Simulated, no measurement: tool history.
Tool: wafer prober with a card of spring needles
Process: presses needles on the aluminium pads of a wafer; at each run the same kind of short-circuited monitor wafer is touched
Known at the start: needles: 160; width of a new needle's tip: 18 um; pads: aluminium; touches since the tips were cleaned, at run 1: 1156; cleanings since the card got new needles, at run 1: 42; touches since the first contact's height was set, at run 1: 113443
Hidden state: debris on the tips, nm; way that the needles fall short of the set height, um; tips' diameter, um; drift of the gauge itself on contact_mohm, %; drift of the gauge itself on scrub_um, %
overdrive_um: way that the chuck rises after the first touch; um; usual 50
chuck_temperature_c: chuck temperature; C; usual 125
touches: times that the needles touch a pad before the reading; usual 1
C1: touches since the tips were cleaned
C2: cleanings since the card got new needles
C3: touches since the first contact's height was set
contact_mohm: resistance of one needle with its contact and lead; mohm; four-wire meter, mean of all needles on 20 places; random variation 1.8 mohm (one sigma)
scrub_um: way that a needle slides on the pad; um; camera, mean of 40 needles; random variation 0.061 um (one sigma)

{"run": 1, "hour": 0.0, "overdrive_um": 50, "chuck_temperature_c": 125, "touches": 1, "C1": 1156, "C2": 42, "C3": 113443, "contact_mohm": 258, "scrub_um": 8.24}
{"hour": 4.4, "done": "tips cleaned on abrasive film"}
{"hour": 11.8, "done": "tips cleaned on abrasive film"}
{"hour": 18.7, "done": "tips cleaned on abrasive film"}
{"run": 2, "hour": 18.7, "overdrive_um": 50, "chuck_temperature_c": 125, "touches": 1, "C1": 0, "C2": 45, "C3": 120351, "contact_mohm": 206, "scrub_um": 8.31}
{"hour": 24.8, "done": "tips cleaned on abrasive film"}
{"hour": 32.2, "done": "tips cleaned on abrasive film"}
{"hour": 39.7, "done": "tips cleaned on abrasive film"}
{"run": 3, "hour": 42.7, "overdrive_um": 50, "chuck_temperature_c": 30, "touches": 1, "C1": 1125, "C2": 48, "C3": 129261, "contact_mohm": 255, "scrub_um": 8.18}
{"hour": 46.3, "done": "tips cleaned on abrasive film"}
{"hour": 52.4, "done": "tips cleaned on abrasive film"}
{"run": 4, "hour": 58.1, "overdrive_um": 50, "chuck_temperature_c": 30, "touches": 1, "C1": 2116, "C2": 50, "C3": 134933, "contact_mohm": 291, "scrub_um": 8.06}
{"hour": 59.6, "done": "tips cleaned on abrasive film"}
{"hour": 65.7, "done": "tips cleaned on abrasive film"}
{"hour": 73.1, "done": "tips cleaned on abrasive film"}
{"hour": 80.7, "done": "tips cleaned on abrasive film"}
{"hour": 87.5, "done": "tips cleaned on abrasive film"}
{"run": 5, "hour": 87.5, "overdrive_um": 43, "chuck_temperature_c": 125, "touches": 1, "C1": 0, "C2": 55, "C3": 145815, "contact_mohm": 227, "scrub_um": 6.77}
{"hour": 93.6, "done": "tips cleaned on abrasive film"}
{"hour": 101.1, "done": "tips cleaned on abrasive film"}
{"hour": 107.5, "done": "tips cleaned on abrasive film"}
{"run": 6, "hour": 107.5, "overdrive_um": 50, "chuck_temperature_c": 79, "touches": 1, "C1": 0, "C2": 58, "C3": 153178, "contact_mohm": 191, "scrub_um": 7.97}
{"hour": 114.9, "done": "tips cleaned on abrasive film"}
{"hour": 122.4, "done": "tips cleaned on abrasive film"}
{"hour": 130.0, "done": "tips cleaned on abrasive film"}
{"hour": 137.1, "done": "tips cleaned on abrasive film"}
{"run": 7, "hour": 137.1, "overdrive_um": 50, "chuck_temperature_c": 79, "touches": 1, "C1": 0, "C2": 62, "C3": 164169, "contact_mohm": 196, "scrub_um": 7.95}
{"hour": 144.6, "done": "tips cleaned on abrasive film"}
{"hour": 152.1, "done": "tips cleaned on abrasive film"}
{"run": 8, "hour": 155.6, "overdrive_um": 50, "chuck_temperature_c": 79, "touches": 1, "C1": 1306, "C2": 64, "C3": 171010, "contact_mohm": 271, "scrub_um": 7.81}
{"hour": 158.7, "done": "tips cleaned on abrasive film"}
{"hour": 166.2, "done": "tips cleaned on abrasive film"}
{"run": 9, "hour": 170.8, "overdrive_um": 50, "chuck_temperature_c": 79, "touches": 1, "C1": 1695, "C2": 66, "C3": 176635, "contact_mohm": 305, "scrub_um": 7.88}
{"hour": 173.8, "done": "tips cleaned on abrasive film"}
{"hour": 181.3, "done": "tips cleaned on abrasive film"}
{"run": 10, "hour": 184.7, "overdrive_um": 50, "chuck_temperature_c": 79, "touches": 1, "C1": 1264, "C2": 68, "C3": 181778, "contact_mohm": 279, "scrub_um": 7.86}
{"hour": 187.7, "done": "tips cleaned on abrasive film"}
{"hour": 193.8, "done": "tips cleaned on abrasive film"}
{"hour": 195.6, "done": "height of the first contact set anew"}
{"hour": 201.5, "done": "tips cleaned on abrasive film"}
{"run": 11, "hour": 204.0, "overdrive_um": 50, "chuck_temperature_c": 125, "touches": 1, "C1": 947, "C2": 71, "C3": 3121, "contact_mohm": 306, "scrub_um": 6.74}
{"hour": 208.6, "done": "tips cleaned on abrasive film"}
{"hour": 216.2, "done": "tips cleaned on abrasive film"}
{"hour": 222.3, "done": "tips cleaned on abrasive film"}
{"run": 12, "hour": 222.8, "overdrive_um": 50, "chuck_temperature_c": 125, "touches": 1, "C1": 182, "C2": 74, "C3": 10042, "contact_mohm": 242, "scrub_um": 6.81}
{"hour": 228.9, "done": "tips cleaned on abrasive film"}
{"hour": 236.2, "done": "tips cleaned on abrasive film"}
{"hour": 243.7, "done": "tips cleaned on abrasive film"}
{"hour": 251.2, "done": "tips cleaned on abrasive film"}
{"run": 13, "hour": 252.8, "overdrive_um": 50, "chuck_temperature_c": 125, "touches": 1, "C1": 575, "C2": 78, "C3": 21148, "contact_mohm": 282, "scrub_um": 6.73}
{"hour": 258.8, "done": "tips cleaned on abrasive film"}
{"hour": 266.1, "done": "tips cleaned on abrasive film"}
{"hour": 273.7, "done": "tips cleaned on abrasive film"}
{"run": 14, "hour": 276.1, "overdrive_um": 50, "chuck_temperature_c": 125, "touches": 1, "C1": 895, "C2": 81, "C3": 29781, "contact_mohm": 312, "scrub_um": 6.65}
{"hour": 280.7, "done": "tips cleaned on abrasive film"}
{"hour": 288.2, "done": "tips cleaned on abrasive film"}
{"hour": 295.8, "done": "tips cleaned on abrasive film"}
{"hour": 303.4, "done": "tips cleaned on abrasive film"}
{"run": 15, "hour": 305.1, "overdrive_um": 50, "chuck_temperature_c": 49, "touches": 1, "C1": 626, "C2": 85, "C3": 40514, "contact_mohm": 268, "scrub_um": 6.64}
{"hour": 309.6, "done": "tips cleaned on abrasive film"}
{"hour": 317.0, "done": "tips cleaned on abrasive film"}
{"hour": 324.6, "done": "tips cleaned on abrasive film"}
{"hour": 331.8, "done": "tips cleaned on abrasive film"}
{"run": 16, "hour": 334.5, "overdrive_um": 38, "chuck_temperature_c": 103, "touches": 1, "C1": 1009, "C2": 89, "C3": 51409, "contact_mohm": 520, "scrub_um": 4.25}
{"hour": 339.1, "done": "tips cleaned on abrasive film"}
{"hour": 346.6, "done": "tips cleaned on abrasive film"}
{"hour": 354.2, "done": "tips cleaned on abrasive film"}
{"hour": 361.8, "done": "tips cleaned on abrasive film"}
{"run": 17, "hour": 366.3, "overdrive_um": 69, "chuck_temperature_c": 56, "touches": 2, "C1": 1666, "C2": 93, "C3": 63179, "contact_mohm": 221, "scrub_um": 9.82}
{"hour": 369.2, "done": "tips cleaned on abrasive film"}
{"hour": 375.3, "done": "tips cleaned on abrasive film"}
{"hour": 379.9, "done": "height of the first contact set anew, once more"}
{"hour": 382.1, "done": "tips cleaned on abrasive film"}
{"run": 18, "hour": 382.1, "overdrive_um": 35, "chuck_temperature_c": 85, "touches": 1, "C1": 0, "C2": 96, "C3": 796, "contact_mohm": 223, "scrub_um": 6.38}
{"hour": 389.5, "done": "tips cleaned on abrasive film"}
{"hour": 397.0, "done": "tips cleaned on abrasive film"}
{"hour": 404.4, "done": "tips cleaned on abrasive film"}
{"run": 19, "hour": 408.0, "overdrive_um": 35, "chuck_temperature_c": 85, "touches": 1, "C1": 1354, "C2": 99, "C3": 10374, "contact_mohm": 363, "scrub_um": 6.36}
{"hour": 411.1, "done": "tips cleaned on abrasive film"}
{"hour": 418.4, "done": "tips cleaned on abrasive film"}
{"run": 20, "hour": 422.0, "overdrive_um": 35, "chuck_temperature_c": 85, "touches": 1, "C1": 1365, "C2": 101, "C3": 15583, "contact_mohm": 353, "scrub_um": 6.3}
{"hour": 425.1, "done": "tips cleaned on abrasive film"}
{"hour": 431.2, "done": "tips cleaned on abrasive film"}
{"hour": 438.4, "done": "tips cleaned on abrasive film"}
{"hour": 445.9, "done": "tips cleaned on abrasive film"}
{"run": 21, "hour": 449.5, "overdrive_um": 43, "chuck_temperature_c": 49, "touches": 3, "C1": 1355, "C2": 105, "C3": 25753, "contact_mohm": 232, "scrub_um": 7.61}
{"hour": 452.6, "done": "tips cleaned on abrasive film"}
{"hour": 460.0, "done": "tips cleaned on abrasive film"}
{"run": 22, "hour": 462.7, "overdrive_um": 38, "chuck_temperature_c": 28, "touches": 2, "C1": 995, "C2": 107, "C3": 30608, "contact_mohm": 269, "scrub_um": 6.73}
{"hour": 467.1, "done": "tips cleaned on abrasive film"}
{"hour": 473.1, "done": "tips cleaned on abrasive film"}
{"run": 23, "hour": 475.9, "overdrive_um": 38, "chuck_temperature_c": 28, "touches": 2, "C1": 1030, "C2": 109, "C3": 35494, "contact_mohm": 260, "scrub_um": 6.61}
{"hour": 480.4, "done": "tips cleaned on abrasive film"}
{"hour": 486.5, "done": "tips cleaned on abrasive film"}
{"hour": 493.8, "done": "tips cleaned on abrasive film"}
{"run": 24, "hour": 496.7, "overdrive_um": 38, "chuck_temperature_c": 28, "touches": 2, "C1": 1078, "C2": 112, "C3": 43194, "contact_mohm": 268, "scrub_um": 6.81}
{"hour": 501.3, "done": "tips cleaned on abrasive film"}
{"hour": 508.9, "done": "tips cleaned on abrasive film"}
{"run": 25, "hour": 514.2, "overdrive_um": 66, "chuck_temperature_c": 125, "touches": 1, "C1": 2003, "C2": 114, "C3": 49690, "contact_mohm": 247, "scrub_um": 11.72}
{"hour": 515.8, "done": "tips cleaned on abrasive film"}
{"hour": 523.4, "done": "tips cleaned on abrasive film"}
{"hour": 529.5, "done": "tips cleaned on abrasive film"}
{"hour": 536.8, "done": "tips cleaned on abrasive film"}
{"hour": 544.3, "done": "tips cleaned on abrasive film"}
{"run": 26, "hour": 545.3, "overdrive_um": 66, "chuck_temperature_c": 125, "touches": 1, "C1": 368, "C2": 119, "C3": 61161, "contact_mohm": 203, "scrub_um": 11.76}
{"hour": 551.1, "done": "tips cleaned on abrasive film"}
{"hour": 558.5, "done": "tips cleaned on abrasive film"}
{"hour": 565.9, "done": "tips cleaned on abrasive film"}
{"run": 27, "hour": 571.1, "overdrive_um": 70, "chuck_temperature_c": 46, "touches": 1, "C1": 1984, "C2": 122, "C3": 70759, "contact_mohm": 237, "scrub_um": 12.3}
{"hour": 572.7, "done": "tips cleaned on abrasive film"}
{"hour": 580.1, "done": "tips cleaned on abrasive film"}
{"hour": 587.7, "done": "tips cleaned on abrasive film"}
{"run": 28, "hour": 590.4, "overdrive_um": 50, "chuck_temperature_c": 57, "touches": 1, "C1": 1040, "C2": 125, "C3": 77886, "contact_mohm": 258, "scrub_um": 8.58}

The same runs without the tool's hidden state, with the same run-to-run variation:
run=1 contact_mohm=185 scrub_um=9.09
run=2 contact_mohm=185 scrub_um=9.23
run=3 contact_mohm=164 scrub_um=9.17
run=4 contact_mohm=163 scrub_um=9.08
run=5 contact_mohm=191 scrub_um=7.90
run=6 contact_mohm=173 scrub_um=9.16
run=7 contact_mohm=175 scrub_um=9.20
run=8 contact_mohm=174 scrub_um=9.10
run=9 contact_mohm=176 scrub_um=9.22
run=10 contact_mohm=175 scrub_um=9.24
run=11 contact_mohm=184 scrub_um=9.12
run=12 contact_mohm=188 scrub_um=9.26
run=13 contact_mohm=185 scrub_um=9.25
run=14 contact_mohm=188 scrub_um=9.23
run=15 contact_mohm=169 scrub_um=9.29
run=16 contact_mohm=195 scrub_um=6.99
run=17 contact_mohm=159 scrub_um=12.61
run=18 contact_mohm=194 scrub_um=6.40
run=19 contact_mohm=194 scrub_um=6.45
run=20 contact_mohm=195 scrub_um=6.43
run=21 contact_mohm=176 scrub_um=7.81
run=22 contact_mohm=173 scrub_um=6.97
run=23 contact_mohm=174 scrub_um=6.89
run=24 contact_mohm=171 scrub_um=7.16
run=25 contact_mohm=174 scrub_um=12.10
run=26 contact_mohm=175 scrub_um=12.26
run=27 contact_mohm=159 scrub_um=12.85
run=28 contact_mohm=170 scrub_um=9.20

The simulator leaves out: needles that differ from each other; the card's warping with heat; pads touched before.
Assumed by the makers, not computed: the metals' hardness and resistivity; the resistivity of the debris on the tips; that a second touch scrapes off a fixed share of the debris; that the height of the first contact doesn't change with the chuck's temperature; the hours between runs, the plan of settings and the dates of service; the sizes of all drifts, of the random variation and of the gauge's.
